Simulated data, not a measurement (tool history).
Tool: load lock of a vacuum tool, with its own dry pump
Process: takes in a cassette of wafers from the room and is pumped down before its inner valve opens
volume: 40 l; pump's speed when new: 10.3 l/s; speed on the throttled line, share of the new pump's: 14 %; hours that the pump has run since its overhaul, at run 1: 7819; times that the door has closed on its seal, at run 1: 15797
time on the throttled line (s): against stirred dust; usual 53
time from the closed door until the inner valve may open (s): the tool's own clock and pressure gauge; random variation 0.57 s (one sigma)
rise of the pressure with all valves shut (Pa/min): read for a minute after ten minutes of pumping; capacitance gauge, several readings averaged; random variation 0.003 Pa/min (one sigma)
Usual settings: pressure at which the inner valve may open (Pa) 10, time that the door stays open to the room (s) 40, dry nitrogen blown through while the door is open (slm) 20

run,hour,time on the throttled line (s),pressure at which the inner valve may open (Pa),time that the door stays open to the room (s),dry nitrogen blown through while the door is open (slm),hours that the pump has run since its overhaul,times that the door has closed on its seal,"incoming humidity of the room's air, %",time from the closed door until the inner valve may open (s),rise of the pressure with all valves shut (Pa/min)
1,0.0,53,10,40,20,7819,15797,44.2,84.9,0.136
2,95.2,53,10,95,20,7914,16242,45.6,84.6,0.151
3,262.5,53,10,40,20,8081,17024,44.1,85.1,0.146
4,375.6,53,10,40,37,8194,17553,45.3,84.8,0.152
5,464.0,53,10,40,37,8283,17966,47.7,86.5,0.144
6,598.2,53,10,40,34,8417,18593,45.2,85.2,0.160
7,768.6,53,10,40,34,8587,19389,44.2,86.1,0.175
8,863.2,53,10,38,20,8682,19831,44.2,85.8,0.179
9,1036.0,53,10,38,20,8855,20638,43.7,86.7,0.193
10,1206.2,53,10,38,20,9025,21434,42.6,85.1,0.207
11,1328.4,53,10,38,20,9147,22004,48.3,86.3,0.221
12,1486.2,53,10,38,20,9305,22742,42.7,86.3,0.236
13,1639.1,53,10,38,20,9458,23456,46.7,86.6,0.239
14,1831.4,53,10,38,20,9650,24355,49.9,87.1,0.263
15,2020.4,53,10,38,20,9839,25238,44.9,86.3,0.268
16,2196.7,33,10,33,38,10015,26062,47.2,70.1,0.279
17,2288.6,26,13,84,20,10107,26491,50.0,62.6,0.317
18,2394.7,82,15,36,25,10213,26987,46.6,107.8,0.306
19,2536.9,82,15,36,25,10355,27651,45.3,107.9,0.307
20,2629.6,94,15,36,13,10448,28084,44.9,117.9,0.339
21,2775.9,94,15,36,13,10594,28768,45.3,118.2,0.346
# hour 2833.4: door's seal changed, seat wiped
22,2883.3,94,15,36,13,10700,233,43.7,119.1,0.021
23,3036.7,94,10,36,13,10854,950,46.1,121.5,0.024
24,3149.7,94,10,36,13,10967,1478,44.8,122.8,0.032
25,3246.6,68,10,237,13,11064,1930,45.4,98.7,0.099
26,3443.8,68,10,237,13,11261,2852,43.9,99.1,0.097
27,3561.1,80,16,237,13,11378,3400,43.1,108.5,0.099
28,3759.8,53,8,40,20,11577,4329,42.0,88.2,0.039
29,3962.9,53,8,131,6,11780,5278,47.6,88.8,0.102
30,4103.9,68,20,45,24,11921,5936,48.0,97.1,0.056

3 ways to go on from here, each from the tool as it stands after run 30. What would each give?
A,4280.5,40,10,45,35,12098,6762,46.3,?,?
B,4280.5,26,11,45,10,12098,6762,45.4,?,?
C,4280.5,63,7,45,24,12098,6762,44.1,?,?

run,time from the closed door until the inner valve may open (s),rise of the pressure with all valves shut (Pa/min)
A,76.6,0.053
B,65.8,0.060
C,99.1,0.055
Without the tool's hidden state the same runs would have given:
run,time from the closed door until the inner valve may open (s),rise of the pressure with all valves shut (Pa/min)
A,70.0,0.016
B,58.9,0.023
C,92.8,0.019

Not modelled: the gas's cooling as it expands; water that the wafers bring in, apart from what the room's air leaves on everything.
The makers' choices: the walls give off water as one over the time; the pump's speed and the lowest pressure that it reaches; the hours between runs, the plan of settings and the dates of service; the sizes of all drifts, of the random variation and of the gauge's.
